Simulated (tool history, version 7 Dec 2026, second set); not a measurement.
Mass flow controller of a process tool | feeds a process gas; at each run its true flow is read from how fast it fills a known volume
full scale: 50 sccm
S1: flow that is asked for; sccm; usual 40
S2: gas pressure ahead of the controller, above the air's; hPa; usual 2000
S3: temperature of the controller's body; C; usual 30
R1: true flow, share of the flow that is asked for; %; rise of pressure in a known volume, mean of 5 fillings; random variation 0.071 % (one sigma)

Run 1, day 0: usual settings. Result: R1 100 %.
Run 2, day 18.196: usual settings. Result: R1 99.97 %.
Run 3, day 35.246: usual settings. Result: R1 99.72 %.
Run 4, day 57.042: usual settings but S3 39 C. Result: R1 100.37 %.
At day 60.6: controller's zero set anew.
Run 5, day 79.538: usual settings but S3 39 C. Result: R1 100.32 %.
Run 6, day 100.396: usual settings but S2 1470 hPa. Result: R1 99.39 %.
Run 7, day 114.162: usual settings but S2 1470 hPa. Result: R1 99.15 %.
Run 8, day 127.633: usual settings. Result: R1 99.25 %.
Run 9, day 139.633: usual settings. Result: R1 99.2 %.
Run 10, day 162.479: usual settings. Result: R1 99.06 %.
Run 11, day 175.967: usual settings. Result: R1 99 %.
Run 12, day 188.367: usual settings but S3 35 C. Result: R1 99.34 %.
Run 13, day 203.167: usual settings but S3 35 C. Result: R1 99.42 %.
Run 14, day 222.9: usual settings but S3 25 C. Result: R1 98.52 %.
Run 15, day 243.938: usual settings but S3 25 C. Result: R1 98.26 %.
Run 16, day 254.588: usual settings but S2 2290 hPa. Result: R1 98.74 %.
Run 17, day 265.362: usual settings but S1 36 sccm. Result: R1 98.48 %.
Run 18, day 280.271: usual settings but S1 36 sccm. Result: R1 98.32 %.
Run 19, day 289.858: usual settings. Result: R1 98.46 %.
Run 20, day 312.617: usual settings. Result: R1 98.44 %.
Run 21, day 335.071: usual settings. Result: R1 98.25 %.
Run 22, day 346.288: usual settings. Result: R1 98.2 %.
Run 23, day 365.554: usual settings but S1 12 sccm. Result: R1 96.78 %.
Run 24, day 374.883: usual settings but S1 12 sccm, S2 2650 hPa, S3 39 C. Result: R1 97.91 %.
Run 25, day 384.533: usual settings but S1 11 sccm, S2 1640 hPa. Result: R1 96.54 %.
Run 26, day 404.046: usual settings but S1 11 sccm, S2 1640 hPa. Result: R1 96.43 %.
Run 27, day 425.154: usual settings but S1 11 sccm, S2 1420 hPa, S3 37 C. Result: R1 96.89 %.
At day 434.458: controller exchanged for a calibrated one.
Run 28, day 435.967: usual settings but S1 16 sccm, S2 2420 hPa, S3 37 C. Result: R1 97.49 %.
At day 445.825: gauge calibrated.
Run 29, day 450.862: usual settings but S1 10 sccm, S2 2780 hPa. Result: R1 98.82 %.
Run 30, day 461.571: usual settings but S1 10 sccm, S2 2780 hPa. Result: R1 98.7 %.
Run 31, day 472.558: usual settings but S1 6 sccm, S2 2350 hPa, S3 34 C. Result: R1 98.6 %.
Run 32, day 485.112: usual settings but S1 29 sccm, S2 1440 hPa, S3 25 C. Result: R1 98.53 %.
Run 33, day 497.804: usual settings but S1 7 sccm, S2 1440 hPa, S3 24 C. Result: R1 97.43 %.
Run 34, day 512.746: usual settings but S1 14 sccm, S3 34 C. Result: R1 98.65 %.
Run 35, day 529.021: usual settings but S1 11 sccm, S2 2720 hPa. Result: R1 98.44 %.
Run 36, day 541.967: usual settings but S1 20 sccm, S2 1830 hPa, S3 21 C. Result: R1 97.74 %.
Run 37, day 558.588: usual settings but S1 9 sccm, S2 1830 hPa, S3 26 C. Result: R1 97.44 %.
Run 38, day 574.3: usual settings but S1 12 sccm, S2 1520 hPa, S3 20 C. Result: R1 97.01 %.
Run 39, day 584.746: usual settings but S1 7 sccm, S2 2720 hPa, S3 20 C. Result: R1 97.17 %.
Run 40, day 598.842: usual settings but S1 7 sccm, S2 2720 hPa, S3 20 C. Result: R1 97.07 %.
Run 41, day 610.021: usual settings but S1 7 sccm, S2 2720 hPa, S3 36 C. Result: R1 98.28 %.
Run 42, day 620.754: usual settings but S1 7 sccm, S2 2720 hPa, S3 36 C. Result: R1 98.29 %.
Run 43, day 640.808: usual settings but S1 7 sccm, S2 2140 hPa, S3 33 C. Result: R1 97.57 %.

Hidden state or all else? Some run-to-run changes of R1, split into what the settings, what came in and random variation would give without the hidden state, and what is left for the hidden state (with any gauge scatter that isn't in both results):
The hidden state here: flow at rest that the sensor doesn't see, % of full scale; true flow over the shown one, %; drift of the gauge itself on true_pct, %.
Run 20 -> 21: no setting changed, nothing entered. R1 -0.19 %: hidden state -0.12, all else -0.07.
Run 22 -> 23: S1 40 -> 12. R1 -1.42 %: hidden state -0.08, all else -1.34.
Run 24 -> 25: S1 12 -> 11, S2 2650 -> 1640, S3 39 -> 30. R1 -1.37 %: hidden state -0.03, all else -1.34.
Run 26 -> 27: S2 1640 -> 1420, S3 30 -> 37. R1 +0.46 %: hidden state -0.12, all else +0.58.
Run 28 -> 29: S1 16 -> 10, S2 2420 -> 2780, S3 37 -> 30, gauge calibrated. R1 +1.33 %: hidden state +2.15, all else -0.82.
